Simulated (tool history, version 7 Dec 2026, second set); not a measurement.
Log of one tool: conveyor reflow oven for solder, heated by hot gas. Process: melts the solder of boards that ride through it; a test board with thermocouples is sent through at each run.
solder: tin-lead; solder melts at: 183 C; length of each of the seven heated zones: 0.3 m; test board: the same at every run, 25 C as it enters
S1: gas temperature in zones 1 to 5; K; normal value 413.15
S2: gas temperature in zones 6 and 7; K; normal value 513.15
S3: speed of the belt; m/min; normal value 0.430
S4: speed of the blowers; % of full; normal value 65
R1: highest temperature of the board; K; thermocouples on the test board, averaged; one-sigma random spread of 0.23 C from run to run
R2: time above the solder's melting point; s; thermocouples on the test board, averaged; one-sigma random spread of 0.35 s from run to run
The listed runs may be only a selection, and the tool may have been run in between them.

run 1 hour=0.0 | S1=413.15 S2=513.15 S3=0.430 S4=65 | R1=489.45 R2=61.0
run 2 hour=18.6 | S1=413.15 S2=513.15 S3=0.405 S4=65 | R1=491.85 R2=67.9
run 3 hour=31.5 | S1=413.15 S2=513.15 S3=0.405 S4=65 | R1=491.35 R2=67.6
run 4 hour=51.2 | S1=413.15 S2=513.15 S3=0.430 S4=65 | R1=488.95 R2=61.2
-- hour=59.0 flux residue cleaned out of gas plates and filters
run 5 hour=70.4 | S1=413.15 S2=517.15 S3=0.430 S4=65 | R1=494.05 R2=65.9
run 6 hour=80.1 | S1=413.15 S2=517.15 S3=0.430 S4=65 | R1=494.45 R2=65.7
run 7 hour=100.9 | S1=413.15 S2=513.15 S3=0.413 S4=65 | R1=492.45 R2=67.2
run 8 hour=110.9 | S1=413.15 S2=513.15 S3=0.413 S4=65 | R1=492.55 R2=68.1
run 9 hour=120.4 | S1=425.15 S2=513.15 S3=0.430 S4=65 | R1=493.95 R2=71.8
run 10 hour=131.7 | S1=425.15 S2=513.15 S3=0.430 S4=65 | R1=493.75 R2=69.9
run 11 hour=152.4 | S1=413.15 S2=513.15 S3=0.430 S4=74 | R1=493.65 R2=66.0
run 12 hour=171.4 | S1=413.15 S2=513.15 S3=0.430 S4=74 | R1=493.45 R2=65.3
run 13 hour=192.0 | S1=413.15 S2=513.15 S3=0.430 S4=65 | R1=490.65 R2=62.8
run 14 hour=210.1 | S1=413.15 S2=513.15 S3=0.430 S4=65 | R1=490.55 R2=63.1
run 15 hour=226.3 | S1=413.15 S2=513.15 S3=0.430 S4=65 | R1=490.65 R2=63.1
run 16 hour=245.5 | S1=413.15 S2=513.15 S3=0.430 S4=65 | R1=490.45 R2=62.9
run 17 hour=264.5 | S1=413.15 S2=511.15 S3=0.485 S4=65 | R1=484.25 R2=49.1
-- hour=269.4 belt drive overhauled, speed set with a stopwatch
run 18 hour=284.2 | S1=401.15 S2=513.15 S3=0.424 S4=65 | R1=487.95 R2=57.3
run 19 hour=293.0 | S1=415.15 S2=513.15 S3=0.424 S4=65 | R1=491.75 R2=65.9
run 20 hour=303.0 | S1=415.15 S2=513.15 S3=0.424 S4=65 | R1=491.35 R2=65.8
run 21 hour=311.6 | S1=426.15 S2=513.15 S3=0.424 S4=88 | R1=499.05 R2=77.6
run 22 hour=324.5 | S1=404.15 S2=512.15 S3=0.430 S4=89 | R1=493.95 R2=63.8
run 23 hour=337.0 | S1=413.15 S2=517.15 S3=0.473 S4=65 | R1=489.45 R2=56.1
-- hour=351.6 belt drive overhauled, speed set with a stopwatch, once more
run 24 hour=354.2 | S1=402.15 S2=508.15 S3=0.450 S4=61 | R1=479.85 R2=43.5
run 25 hour=365.7 | S1=405.15 S2=513.15 S3=0.367 S4=51 | R1=489.15 R2=68.1
run 26 hour=374.8 | S1=405.15 S2=513.15 S3=0.367 S4=51 | R1=489.15 R2=67.6
run 27 hour=392.9 | S1=415.15 S2=513.15 S3=0.367 S4=78 | R1=499.45 R2=83.1
run 28 hour=411.4 | S1=410.15 S2=513.15 S3=0.496 S4=78 | R1=486.65 R2=49.6
run 29 hour=426.8 | S1=413.15 S2=508.15 S3=0.430 S4=52 | R1=481.15 R2=50.7
run 30 hour=439.3 | S1=413.15 S2=508.15 S3=0.465 S4=86 | R1=488.05 R2=55.5
run 31 hour=456.3 | S1=408.15 S2=513.15 S3=0.379 S4=86 | R1=498.25 R2=76.8

Branching from run 31: 3 alternative next runs. What would each branch give?
run A hour=466.2 | S1=406.15 S2=527.15 S3=0.391 S4=86 | R1=? R2=?
run B hour=466.2 | S1=413.15 S2=509.15 S3=0.472 S4=65 | R1=? R2=?
run C hour=466.2 | S1=408.15 S2=512.15 S3=0.474 S4=86 | R1=? R2=?

run=A R1=509.05 R2=81.4
run=B R1=482.05 R2=48.3
run=C R1=489.05 R2=54.2
What these runs would have given with no unlogged condition in the tool:
run=A R1=509.75 R2=81.7
run=B R1=482.85 R2=49.4
run=C R1=490.05 R2=55.3
